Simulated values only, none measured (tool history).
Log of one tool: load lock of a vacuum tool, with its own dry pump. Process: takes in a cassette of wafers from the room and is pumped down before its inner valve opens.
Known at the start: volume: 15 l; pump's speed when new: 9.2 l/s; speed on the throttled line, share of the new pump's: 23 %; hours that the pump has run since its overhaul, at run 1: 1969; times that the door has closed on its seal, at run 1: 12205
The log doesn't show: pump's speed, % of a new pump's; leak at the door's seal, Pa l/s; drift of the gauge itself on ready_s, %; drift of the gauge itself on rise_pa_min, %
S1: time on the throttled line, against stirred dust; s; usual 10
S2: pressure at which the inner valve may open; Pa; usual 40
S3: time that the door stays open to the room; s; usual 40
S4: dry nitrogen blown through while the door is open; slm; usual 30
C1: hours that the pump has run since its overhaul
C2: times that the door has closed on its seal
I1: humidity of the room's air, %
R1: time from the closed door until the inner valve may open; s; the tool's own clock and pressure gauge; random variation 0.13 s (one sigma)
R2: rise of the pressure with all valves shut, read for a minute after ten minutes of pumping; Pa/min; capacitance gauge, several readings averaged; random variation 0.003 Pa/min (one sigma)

run 1 hour=0.0 | S1=10 S2=40 S3=40 S4=30 | C1=1969 C2=12205 | I1=43.8 | R1=20.7 R2=0.170
run 2 hour=182.6 | S1=10 S2=40 S3=40 S4=30 | C1=2152 C2=12912 | I1=41.5 | R1=21.1 R2=0.192
run 3 hour=314.3 | S1=10 S2=40 S3=40 S4=30 | C1=2284 C2=13422 | I1=43.1 | R1=20.9 R2=0.191
run 4 hour=530.6 | S1=10 S2=66 S3=40 S4=30 | C1=2500 C2=14259 | I1=42.6 | R1=20.3 R2=0.211
run 5 hour=653.6 | S1=10 S2=66 S3=40 S4=30 | C1=2623 C2=14735 | I1=44.0 | R1=20.2 R2=0.216
run 6 hour=791.4 | S1=10 S2=66 S3=40 S4=30 | C1=2761 C2=15269 | I1=43.6 | R1=20.2 R2=0.227
run 7 hour=949.5 | S1=10 S2=66 S3=74 S4=30 | C1=2919 C2=15881 | I1=42.8 | R1=20.1 R2=0.257
run 8 hour=1104.8 | S1=10 S2=66 S3=74 S4=30 | C1=3074 C2=16483 | I1=45.5 | R1=20.1 R2=0.268
run 9 hour=1202.8 | S1=10 S2=40 S3=40 S4=30 | C1=3172 C2=16862 | I1=44.0 | R1=21.1 R2=0.260
run 10 hour=1352.3 | S1=10 S2=37 S3=40 S4=30 | C1=3322 C2=17441 | I1=43.8 | R1=21.2 R2=0.273
run 11 hour=1467.9 | S1=6 S2=40 S3=40 S4=30 | C1=3437 C2=17889 | I1=48.2 | R1=17.9 R2=0.288
run 12 hour=1645.7 | S1=10 S2=40 S3=40 S4=11 | C1=3615 C2=18577 | I1=45.5 | R1=21.2 R2=0.320
run 13 hour=1822.3 | S1=10 S2=40 S3=40 S4=11 | C1=3792 C2=19261 | I1=42.8 | R1=21.3 R2=0.331
run 14 hour=2038.2 | S1=10 S2=40 S3=40 S4=11 | C1=4008 C2=20097 | I1=46.6 | R1=21.3 R2=0.358
run 15 hour=2142.4 | S1=10 S2=40 S3=40 S4=11 | C1=4112 C2=20501 | I1=42.6 | R1=21.3 R2=0.359
run 16 hour=2318.3 | S1=10 S2=40 S3=40 S4=30 | C1=4288 C2=21182 | I1=46.5 | R1=21.2 R2=0.357
run 17 hour=2519.4 | S1=10 S2=40 S3=40 S4=30 | C1=4489 C2=21961 | I1=45.2 | R1=21.1 R2=0.378
run 18 hour=2639.3 | S1=10 S2=40 S3=40 S4=30 | C1=4609 C2=22425 | I1=47.0 | R1=21.0 R2=0.387
run 19 hour=2791.5 | S1=10 S2=40 S3=40 S4=30 | C1=4761 C2=23014 | I1=46.6 | R1=21.2 R2=0.407
run 20 hour=3008.4 | S1=10 S2=40 S3=40 S4=30 | C1=4978 C2=23854 | I1=45.9 | R1=21.3 R2=0.439
run 21 hour=3164.5 | S1=10 S2=40 S3=40 S4=30 | C1=5134 C2=24458 | I1=44.2 | R1=21.5 R2=0.436
run 22 hour=3296.3 | S1=10 S2=40 S3=40 S4=30 | C1=5266 C2=24969 | I1=46.4 | R1=21.1 R2=0.461
run 23 hour=3412.8 | S1=10 S2=29 S3=40 S4=30 | C1=5382 C2=25420 | I1=48.2 | R1=21.8 R2=0.463
run 24 hour=3559.0 | S1=6 S2=40 S3=55 S4=19 | C1=5528 C2=25986 | I1=42.6 | R1=18.2 R2=0.499
run 25 hour=3682.2 | S1=10 S2=79 S3=91 S4=30 | C1=5652 C2=26463 | I1=47.7 | R1=20.4 R2=0.513
run 26 hour=3775.0 | S1=12 S2=40 S3=40 S4=37 | C1=5744 C2=26823 | I1=47.7 | R1=22.9 R2=0.498
run 27 hour=3986.8 | S1=9 S2=28 S3=34 S4=7 | C1=5956 C2=27643 | I1=48.4 | R1=21.4 R2=0.563
run 28 hour=4151.8 | S1=10 S2=41 S3=40 S4=30 | C1=6121 C2=28282 | I1=50.0 | R1=21.1 R2=0.550
run 29 hour=4312.8 | S1=10 S2=41 S3=40 S4=30 | C1=6282 C2=28905 | I1=46.7 | R1=21.6 R2=0.579
run 30 hour=4486.9 | S1=10 S2=41 S3=40 S4=30 | C1=6456 C2=29579 | I1=44.8 | R1=21.4 R2=0.592
run 31 hour=4671.2 | S1=15 S2=28 S3=43 S4=33 | C1=6641 C2=30293 | I1=48.5 | R1=26.1 R2=0.598
run 32 hour=4852.1 | S1=15 S2=28 S3=65 S4=12 | C1=6821 C2=30993 | I1=47.2 | R1=25.8 R2=0.673
run 33 hour=5050.3 | S1=11 S2=80 S3=219 S4=19 | C1=7020 C2=31761 | I1=44.9 | R1=21.2 R2=0.744
run 34 hour=5180.3 | S1=11 S2=67 S3=219 S4=15 | C1=7150 C2=32264 | I1=43.0 | R1=21.6 R2=0.753
run 35 hour=5343.7 | S1=11 S2=47 S3=146 S4=15 | C1=7313 C2=32897 | I1=47.9 | R1=22.1 R2=0.763
run 36 hour=5501.6 | S1=11 S2=47 S3=146 S4=15 | C1=7471 C2=33508 | I1=45.1 | R1=21.9 R2=0.772
run 37 hour=5595.6 | S1=12 S2=34 S3=168 S4=5 | C1=7565 C2=33872 | I1=47.0 | R1=23.5 R2=0.845
run 38 hour=5796.0 | S1=15 S2=67 S3=155 S4=22 | C1=7765 C2=34648 | I1=46.9 | R1=24.5 R2=0.807

Some steps in R1 between neighbouring runs. How much of each would the tool show without its hidden state too (settings, what came in, random variation), and how much is left for the hidden state, with any gauge scatter that isn't in both results?
Run 19 -> 20: no setting changed, nothing entered. R1 +0.1 s: hidden state +0.2, all else -0.1.
Run 23 -> 24: S1 10 -> 6, S2 29 -> 40, S3 40 -> 55, S4 30 -> 19. R1 -3.6 s: hidden state +0.1, all else -3.7.
Run 24 -> 25: S1 6 -> 10, S2 40 -> 79, S3 55 -> 91, S4 19 -> 30. R1 +2.2 s: hidden state -0.2, all else +2.4.
Run 26 -> 27: S1 12 -> 9, S2 40 -> 28, S3 40 -> 34, S4 37 -> 7. R1 -1.5 s: hidden state +0.2, all else -1.7.
Run 30 -> 31: S1 10 -> 15, S2 41 -> 28, S3 40 -> 43, S4 30 -> 33. R1 +4.7 s: hidden state +0.0, all else +4.7.
Run 32 -> 33: S1 15 -> 11, S2 28 -> 80, S3 65 -> 219, S4 12 -> 19. R1 -4.6 s: hidden state -0.1, all else -4.5.
